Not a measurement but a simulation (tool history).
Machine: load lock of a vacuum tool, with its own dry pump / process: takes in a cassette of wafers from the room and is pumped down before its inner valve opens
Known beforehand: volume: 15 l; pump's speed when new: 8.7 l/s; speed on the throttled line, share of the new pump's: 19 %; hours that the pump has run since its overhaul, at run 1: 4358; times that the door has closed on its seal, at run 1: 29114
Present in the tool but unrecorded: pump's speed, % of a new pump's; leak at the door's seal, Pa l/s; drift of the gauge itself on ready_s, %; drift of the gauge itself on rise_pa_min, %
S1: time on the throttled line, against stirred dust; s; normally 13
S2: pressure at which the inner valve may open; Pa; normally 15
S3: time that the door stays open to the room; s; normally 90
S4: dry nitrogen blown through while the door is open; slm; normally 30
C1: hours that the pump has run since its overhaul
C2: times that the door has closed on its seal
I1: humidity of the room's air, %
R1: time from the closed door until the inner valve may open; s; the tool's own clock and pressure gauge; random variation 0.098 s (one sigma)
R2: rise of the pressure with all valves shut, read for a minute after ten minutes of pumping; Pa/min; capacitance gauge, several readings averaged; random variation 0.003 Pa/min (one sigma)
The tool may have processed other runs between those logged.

{"run": 1, "hour": 0.0, "S1": 13, "S2": 15, "S3": 90, "S4": 30, "C1": 4358, "C2": 29114, "I1": 46.6, "R1": 25.85, "R2": 0.06}
{"run": 2, "hour": 109.5, "S1": 13, "S2": 15, "S3": 90, "S4": 30, "C1": 4467, "C2": 29645, "I1": 42.6, "R1": 25.92, "R2": 0.05}
{"run": 3, "hour": 220.7, "S1": 13, "S2": 15, "S3": 90, "S4": 5, "C1": 4579, "C2": 30185, "I1": 43.1, "R1": 25.92, "R2": 0.1}
{"run": 4, "hour": 341.5, "S1": 13, "S2": 15, "S3": 90, "S4": 5, "C1": 4699, "C2": 30770, "I1": 44.6, "R1": 25.91, "R2": 0.108}
{"run": 5, "hour": 439.0, "S1": 13, "S2": 15, "S3": 90, "S4": 30, "C1": 4797, "C2": 31243, "I1": 46.6, "R1": 25.87, "R2": 0.054}
{"run": 6, "hour": 533.1, "S1": 13, "S2": 15, "S3": 90, "S4": 30, "C1": 4891, "C2": 31699, "I1": 43.8, "R1": 25.94, "R2": 0.049}
{"run": 7, "hour": 593.1, "S1": 13, "S2": 15, "S3": 110, "S4": 30, "C1": 4951, "C2": 31991, "I1": 43.8, "R1": 25.87, "R2": 0.055}
{"run": 8, "hour": 690.6, "S1": 13, "S2": 15, "S3": 110, "S4": 30, "C1": 5048, "C2": 32463, "I1": 44.1, "R1": 25.76, "R2": 0.059}
{"run": 9, "hour": 797.3, "S1": 13, "S2": 15, "S3": 110, "S4": 30, "C1": 5155, "C2": 32981, "I1": 42.4, "R1": 25.99, "R2": 0.052}
{"run": 10, "hour": 890.8, "S1": 13, "S2": 15, "S3": 110, "S4": 30, "C1": 5249, "C2": 33434, "I1": 47.9, "R1": 25.91, "R2": 0.057}
{"run": 11, "hour": 972.1, "S1": 13, "S2": 15, "S3": 110, "S4": 30, "C1": 5330, "C2": 33829, "I1": 44.7, "R1": 25.95, "R2": 0.054}
{"run": 12, "hour": 1107.7, "S1": 9, "S2": 15, "S3": 90, "S4": 16, "C1": 5465, "C2": 34486, "I1": 45.3, "R1": 22.72, "R2": 0.074}
{"run": 13, "hour": 1230.9, "S1": 7, "S2": 15, "S3": 90, "S4": 20, "C1": 5589, "C2": 35084, "I1": 45.0, "R1": 20.96, "R2": 0.071}
{"run": 14, "hour": 1337.6, "S1": 7, "S2": 15, "S3": 90, "S4": 20, "C1": 5695, "C2": 35601, "I1": 43.7, "R1": 21.04, "R2": 0.065}
{"run": 15, "hour": 1393.0, "S1": 13, "S2": 15, "S3": 90, "S4": 35, "C1": 5751, "C2": 35869, "I1": 46.4, "R1": 25.72, "R2": 0.049}
{"run": 16, "hour": 1451.5, "S1": 13, "S2": 15, "S3": 34, "S4": 13, "C1": 5809, "C2": 36153, "I1": 45.6, "R1": 25.89, "R2": 0.058}
{"run": 17, "hour": 1528.1, "S1": 13, "S2": 15, "S3": 187, "S4": 13, "C1": 5886, "C2": 36525, "I1": 44.7, "R1": 25.92, "R2": 0.112}
{"run": 18, "hour": 1642.9, "S1": 13, "S2": 15, "S3": 187, "S4": 13, "C1": 6001, "C2": 37082, "I1": 43.1, "R1": 25.85, "R2": 0.106}
{"run": 19, "hour": 1745.8, "S1": 13, "S2": 15, "S3": 187, "S4": 13, "C1": 6104, "C2": 37580, "I1": 41.9, "R1": 25.89, "R2": 0.099}

Forecast each of these 5 alternatives for the next run:
{"run": "A", "hour": 1877.4, "S1": 13, "S2": 12, "S3": 187, "S4": 13, "C1": 6235, "C2": 38219, "I1": 43.0, "R1": "?", "R2": "?"}
{"run": "B", "hour": 1877.4, "S1": 13, "S2": 24, "S3": 233, "S4": 7, "C1": 6235, "C2": 38219, "I1": 48.9, "R1": "?", "R2": "?"}
{"run": "C", "hour": 1877.4, "S1": 14, "S2": 15, "S3": 86, "S4": 40, "C1": 6235, "C2": 38219, "I1": 45.1, "R1": "?", "R2": "?"}
{"run": "D", "hour": 1877.4, "S1": 10, "S2": 10, "S3": 40, "S4": 30, "C1": 6235, "C2": 38219, "I1": 47.5, "R1": "?", "R2": "?"}
{"run": "E", "hour": 1877.4, "S1": 15, "S2": 18, "S3": 187, "S4": 36, "C1": 6235, "C2": 38219, "I1": 45.4, "R1": "?", "R2": "?"}

run=A R1=26.16 R2=0.101
run=B R1=25.17 R2=0.168
run=C R1=26.63 R2=0.041
run=D R1=24.00 R2=0.043
run=E R1=27.24 R2=0.066
The same runs, with their run-to-run variation unchanged, on a tool lacking any hidden condition would have given:
run=A R1=26.16 R2=0.099
run=B R1=25.17 R2=0.166
run=C R1=26.62 R2=0.038
run=D R1=24.00 R2=0.040
run=E R1=27.24 R2=0.063
